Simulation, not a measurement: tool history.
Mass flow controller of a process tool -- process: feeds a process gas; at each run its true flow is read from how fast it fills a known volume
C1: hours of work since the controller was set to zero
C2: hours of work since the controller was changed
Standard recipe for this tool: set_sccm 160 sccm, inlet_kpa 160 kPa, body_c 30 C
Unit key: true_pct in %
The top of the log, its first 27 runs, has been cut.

{"run": 28, "day": 317.446, "set_sccm": 100, "inlet_kpa": 162, "body_c": 36, "C1": 1221, "C2": 4946, "true_pct": 99.76}
{"run": 29, "day": 330.733, "set_sccm": 70, "inlet_kpa": 151, "body_c": 37, "C1": 1360, "C2": 5086, "true_pct": 99.7}
{"run": 30, "day": 344.521, "set_sccm": 34, "inlet_kpa": 151, "body_c": 35, "C1": 1504, "C2": 5230, "true_pct": 100.05}
{"run": 31, "day": 358.962, "set_sccm": 34, "inlet_kpa": 151, "body_c": 35, "C1": 1656, "C2": 5381, "true_pct": 100.24}
{"run": 32, "day": 373.096, "set_sccm": 108, "inlet_kpa": 162, "body_c": 30, "C1": 1804, "C2": 5529, "true_pct": 100.95}
{"run": 33, "day": 388.579, "set_sccm": 160, "inlet_kpa": 164, "body_c": 20, "C1": 1966, "C2": 5692, "true_pct": 102.45}
{"run": 34, "day": 401.258, "set_sccm": 160, "inlet_kpa": 164, "body_c": 20, "C1": 2099, "C2": 5824, "true_pct": 102.59}
{"run": 35, "day": 409.729, "set_sccm": 42, "inlet_kpa": 167, "body_c": 26, "C1": 2188, "C2": 5913, "true_pct": 101.49}
{"run": 36, "day": 424.125, "set_sccm": 71, "inlet_kpa": 167, "body_c": 33, "C1": 2338, "C2": 6064, "true_pct": 100.63}
{"run": 37, "day": 433.158, "set_sccm": 160, "inlet_kpa": 155, "body_c": 31, "C1": 2433, "C2": 6159, "true_pct": 101.26}
{"run": 38, "day": 447.708, "set_sccm": 160, "inlet_kpa": 152, "body_c": 25, "C1": 2586, "C2": 6311, "true_pct": 102.04}
{"run": 39, "day": 456.362, "set_sccm": 160, "inlet_kpa": 152, "body_c": 25, "C1": 2676, "C2": 6402, "true_pct": 102.14}
{"run": 40, "day": 470.567, "set_sccm": 160, "inlet_kpa": 152, "body_c": 25, "C1": 2825, "C2": 6551, "true_pct": 102.16}
{"run": 41, "day": 481.479, "set_sccm": 39, "inlet_kpa": 257, "body_c": 30, "C1": 2939, "C2": 6665, "true_pct": 101.72}
{"run": 42, "day": 488.475, "set_sccm": 48, "inlet_kpa": 160, "body_c": 21, "C1": 3013, "C2": 6738, "true_pct": 102.49}

Forecast each of these 5 alternatives for the next run:
{"run": "A", "day": 500.433, "set_sccm": 160, "inlet_kpa": 159, "body_c": 34, "C1": 3138, "C2": 6864, "true_pct": "?"}
{"run": "B", "day": 500.433, "set_sccm": 134, "inlet_kpa": 207, "body_c": 24, "C1": 3138, "C2": 6864, "true_pct": "?"}
{"run": "C", "day": 500.433, "set_sccm": 160, "inlet_kpa": 160, "body_c": 23, "C1": 3138, "C2": 6864, "true_pct": "?"}
{"run": "D", "day": 500.433, "set_sccm": 67, "inlet_kpa": 168, "body_c": 31, "C1": 3138, "C2": 6864, "true_pct": "?"}
{"run": "E", "day": 500.433, "set_sccm": 37, "inlet_kpa": 152, "body_c": 21, "C1": 3138, "C2": 6864, "true_pct": "?"}

run=A true_pct=101.27
run=B true_pct=102.37
run=C true_pct=102.58
run=D true_pct=101.29
run=E true_pct=102.79
With the hidden condition removed and each run's random variation left untouched, the same runs would have given:
run=A true_pct=98.57
run=B true_pct=99.62
run=C true_pct=99.88
run=D true_pct=98.25
run=E true_pct=99.26
